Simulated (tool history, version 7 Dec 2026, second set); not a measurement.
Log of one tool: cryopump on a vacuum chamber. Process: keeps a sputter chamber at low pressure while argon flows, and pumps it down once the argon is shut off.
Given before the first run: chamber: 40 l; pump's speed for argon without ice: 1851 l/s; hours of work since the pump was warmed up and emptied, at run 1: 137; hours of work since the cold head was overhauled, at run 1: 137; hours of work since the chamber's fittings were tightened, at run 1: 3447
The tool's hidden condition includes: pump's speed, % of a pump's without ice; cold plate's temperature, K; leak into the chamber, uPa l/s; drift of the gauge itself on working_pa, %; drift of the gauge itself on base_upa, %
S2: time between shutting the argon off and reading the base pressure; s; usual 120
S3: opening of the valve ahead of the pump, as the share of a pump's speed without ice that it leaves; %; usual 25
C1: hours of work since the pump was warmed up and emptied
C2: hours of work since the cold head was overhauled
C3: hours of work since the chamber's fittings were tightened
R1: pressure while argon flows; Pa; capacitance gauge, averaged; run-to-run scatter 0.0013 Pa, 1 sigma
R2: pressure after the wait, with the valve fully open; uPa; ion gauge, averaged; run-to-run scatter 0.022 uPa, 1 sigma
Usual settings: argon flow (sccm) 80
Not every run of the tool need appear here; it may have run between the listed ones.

{"run": 1, "day": 0.0, "argon flow (sccm)": 80, "S2": 120, "S3": 25, "C1": 137, "C2": 137, "C3": 3447, "R1": 0.2974, "R2": 2.74}
{"run": 2, "day": 0.567, "argon flow (sccm)": 80, "S2": 120, "S3": 41, "C1": 146, "C2": 146, "C3": 3456, "R1": 0.1836, "R2": 2.67}
{"run": 3, "day": 0.992, "argon flow (sccm)": 51, "S2": 120, "S3": 25, "C1": 153, "C2": 153, "C3": 3463, "R1": 0.1909, "R2": 2.67}
{"run": 4, "day": 1.833, "argon flow (sccm)": 51, "S2": 120, "S3": 25, "C1": 166, "C2": 166, "C3": 3476, "R1": 0.1895, "R2": 2.74}
{"run": 5, "day": 2.45, "argon flow (sccm)": 80, "S2": 120, "S3": 25, "C1": 176, "C2": 176, "C3": 3486, "R1": 0.2981, "R2": 2.74}
{"run": 6, "day": 3.112, "argon flow (sccm)": 64, "S2": 120, "S3": 25, "C1": 187, "C2": 187, "C3": 3497, "R1": 0.2388, "R2": 2.76}
{"run": 7, "day": 3.825, "argon flow (sccm)": 80, "S2": 120, "S3": 25, "C1": 198, "C2": 198, "C3": 3508, "R1": 0.2988, "R2": 2.71}
{"run": 8, "day": 4.192, "argon flow (sccm)": 80, "S2": 120, "S3": 25, "C1": 204, "C2": 204, "C3": 3514, "R1": 0.2993, "R2": 2.74}
{"run": 9, "day": 5.046, "argon flow (sccm)": 80, "S2": 120, "S3": 25, "C1": 217, "C2": 217, "C3": 3527, "R1": 0.298, "R2": 2.72}
{"run": 10, "day": 5.896, "argon flow (sccm)": 80, "S2": 120, "S3": 25, "C1": 231, "C2": 231, "C3": 3541, "R1": 0.3005, "R2": 2.85}
{"run": 11, "day": 6.333, "argon flow (sccm)": 80, "S2": 120, "S3": 25, "C1": 238, "C2": 238, "C3": 3548, "R1": 0.2982, "R2": 2.8}
{"run": 12, "day": 7.121, "argon flow (sccm)": 80, "S2": 120, "S3": 25, "C1": 250, "C2": 250, "C3": 3560, "R1": 0.2995, "R2": 2.78}
{"run": 13, "day": 7.733, "argon flow (sccm)": 80, "S2": 120, "S3": 25, "C1": 260, "C2": 260, "C3": 3570, "R1": 0.3021, "R2": 2.86}
{"run": 14, "day": 8.171, "argon flow (sccm)": 60, "S2": 120, "S3": 25, "C1": 267, "C2": 267, "C3": 3577, "R1": 0.2261, "R2": 2.89}
{"run": 15, "day": 8.546, "argon flow (sccm)": 79, "S2": 120, "S3": 25, "C1": 273, "C2": 273, "C3": 3583, "R1": 0.296, "R2": 2.9}
{"run": 16, "day": 9.104, "argon flow (sccm)": 79, "S2": 120, "S3": 25, "C1": 282, "C2": 282, "C3": 3592, "R1": 0.2934, "R2": 3.02}
{"run": 17, "day": 9.538, "argon flow (sccm)": 79, "S2": 120, "S3": 25, "C1": 289, "C2": 289, "C3": 3599, "R1": 0.2958, "R2": 2.91}
{"run": 18, "day": 10.371, "argon flow (sccm)": 79, "S2": 120, "S3": 25, "C1": 302, "C2": 302, "C3": 3612, "R1": 0.2972, "R2": 2.89}
{"run": 19, "day": 11.088, "argon flow (sccm)": 100, "S2": 82, "S3": 21, "C1": 313, "C2": 313, "C3": 3624, "R1": 0.4466, "R2": 3.13}
{"run": 20, "day": 11.696, "argon flow (sccm)": 66, "S2": 82, "S3": 26, "C1": 323, "C2": 323, "C3": 3633, "R1": 0.2396, "R2": 3.23}
{"run": 21, "day": 12.271, "argon flow (sccm)": 66, "S2": 82, "S3": 26, "C1": 332, "C2": 332, "C3": 3642, "R1": 0.238, "R2": 3.28}
{"run": 22, "day": 13.117, "argon flow (sccm)": 121, "S2": 154, "S3": 26, "C1": 346, "C2": 346, "C3": 3656, "R1": 0.4431, "R2": 2.89}
{"run": 23, "day": 13.488, "argon flow (sccm)": 121, "S2": 154, "S3": 26, "C1": 352, "C2": 352, "C3": 3662, "R1": 0.4374, "R2": 2.87}
{"run": 24, "day": 14.162, "argon flow (sccm)": 121, "S2": 154, "S3": 26, "C1": 362, "C2": 362, "C3": 3673, "R1": 0.4422, "R2": 2.93}
{"run": 25, "day": 15.021, "argon flow (sccm)": 121, "S2": 154, "S3": 26, "C1": 376, "C2": 376, "C3": 3686, "R1": 0.442, "R2": 2.95}
{"day": 15.171, "done": "leaking fittings of the chamber tightened, without venting"}
{"run": 26, "day": 15.525, "argon flow (sccm)": 121, "S2": 154, "S3": 26, "C1": 383, "C2": 383, "C3": 6, "R1": 0.4425, "R2": 0.58}
{"run": 27, "day": 15.938, "argon flow (sccm)": 121, "S2": 154, "S3": 26, "C1": 389, "C2": 389, "C3": 12, "R1": 0.4409, "R2": 0.59}
{"run": 28, "day": 16.517, "argon flow (sccm)": 121, "S2": 154, "S3": 26, "C1": 399, "C2": 399, "C3": 21, "R1": 0.4459, "R2": 0.58}
{"run": 29, "day": 17.188, "argon flow (sccm)": 121, "S2": 122, "S3": 26, "C1": 409, "C2": 409, "C3": 32, "R1": 0.444, "R2": 0.67}
{"run": 30, "day": 17.838, "argon flow (sccm)": 78, "S2": 155, "S3": 40, "C1": 420, "C2": 420, "C3": 42, "R1": 0.1904, "R2": 0.57}
{"run": 31, "day": 18.283, "argon flow (sccm)": 46, "S2": 120, "S3": 25, "C1": 427, "C2": 427, "C3": 50, "R1": 0.1748, "R2": 0.73}
{"run": 32, "day": 19.154, "argon flow (sccm)": 103, "S2": 26, "S3": 25, "C1": 441, "C2": 441, "C3": 63, "R1": 0.3963, "R2": 2.48}
{"run": 33, "day": 19.558, "argon flow (sccm)": 103, "S2": 26, "S3": 25, "C1": 447, "C2": 447, "C3": 70, "R1": 0.3963, "R2": 2.46}

Below are 3 alternative next runs, each starting from the tool's condition after run 33. Predict each:
{"run": "A", "day": 20.471, "argon flow (sccm)": 154, "S2": 26, "S3": 25, "C1": 461, "C2": 461, "C3": 84, "R1": "?", "R2": "?"}
{"run": "B", "day": 20.471, "argon flow (sccm)": 80, "S2": 26, "S3": 25, "C1": 461, "C2": 461, "C3": 84, "R1": "?", "R2": "?"}
{"run": "C", "day": 20.471, "argon flow (sccm)": 56, "S2": 45, "S3": 25, "C1": 461, "C2": 461, "C3": 84, "R1": "?", "R2": "?"}

run=A R1=0.5930 R2=2.42
run=B R1=0.3058 R2=2.40
run=C R1=0.2133 R2=1.47
Take away the tool's hidden state, keep each run's random variation, and the runs would have read:
run=A R1=0.5654 R2=2.33
run=B R1=0.2916 R2=2.31
run=C R1=0.2034 R2=1.38
